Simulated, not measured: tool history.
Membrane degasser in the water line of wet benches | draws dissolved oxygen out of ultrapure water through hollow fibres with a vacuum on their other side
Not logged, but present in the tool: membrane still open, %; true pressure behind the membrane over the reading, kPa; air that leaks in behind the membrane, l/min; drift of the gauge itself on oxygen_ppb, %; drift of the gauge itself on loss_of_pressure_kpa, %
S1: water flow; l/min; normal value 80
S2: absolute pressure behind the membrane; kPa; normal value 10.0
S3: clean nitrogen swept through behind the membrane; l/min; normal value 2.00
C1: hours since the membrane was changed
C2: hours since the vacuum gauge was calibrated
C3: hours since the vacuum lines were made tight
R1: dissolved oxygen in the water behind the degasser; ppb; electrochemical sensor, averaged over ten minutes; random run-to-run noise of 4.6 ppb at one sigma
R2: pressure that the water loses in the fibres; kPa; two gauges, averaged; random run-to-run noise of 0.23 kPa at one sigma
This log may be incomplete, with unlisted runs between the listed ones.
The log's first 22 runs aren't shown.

run 23 day=62.583 | S1=61 S2=9.0 S3=1.15 | C1=5180 C2=288 C3=7877 | R1=548.0 R2=45.53
run 24 day=64.438 | S1=97 S2=10.4 S3=1.70 | C1=5225 C2=333 C3=7922 | R1=711.9 R2=72.82
run 25 day=67.492 | S1=58 S2=10.4 S3=1.70 | C1=5298 C2=406 C3=7995 | R1=484.2 R2=43.71
run 26 day=71.188 | S1=81 S2=15.8 S3=1.56 | C1=5387 C2=495 C3=8084 | R1=1116.3 R2=61.12
run 27 day=72.900 | S1=51 S2=10.8 S3=1.25 | C1=5428 C2=536 C3=8125 | R1=581.4 R2=38.41
run 28 day=76.433 | S1=66 S2=10.0 S3=3.16 | C1=5513 C2=621 C3=8210 | R1=306.5 R2=49.93
run 29 day=79.408 | S1=90 S2=11.1 S3=1.90 | C1=5584 C2=692 C3=8281 | R1=680.8 R2=67.91
run 30 day=82.442 | S1=80 S2=7.5 S3=4.03 | C1=5657 C2=765 C3=8354 | R1=192.3 R2=60.49
-- day=83.429 seals of the vacuum lines changed
run 31 day=85.033 | S1=80 S2=10.0 S3=2.51 | C1=5717 C2=825 C3=38 | R1=437.4 R2=60.28

Alternative continuations, all from the tool just after run 31; predict every row:
run A day=86.983 | S1=80 S2=10.0 S3=2.64 | C1=5764 C2=872 C3=85 | R1=? R2=?
run B day=86.983 | S1=80 S2=10.0 S3=2.30 | C1=5764 C2=872 C3=85 | R1=? R2=?
run C day=86.983 | S1=86 S2=18.6 S3=2.00 | C1=5764 C2=872 C3=85 | R1=? R2=?
run D day=86.983 | S1=80 S2=17.6 S3=2.00 | C1=5764 C2=872 C3=85 | R1=? R2=?

run=A R1=420.9 R2=60.11
run=B R1=474.6 R2=60.24
run=C R1=1162.9 R2=64.90
run=D R1=1050.6 R2=60.28
Had the tool no hidden state, the same runs would have come out as:
run=A R1=421.2 R2=58.46
run=B R1=475.1 R2=58.60
run=C R1=1163.2 R2=63.13
run=D R1=1051.1 R2=58.63
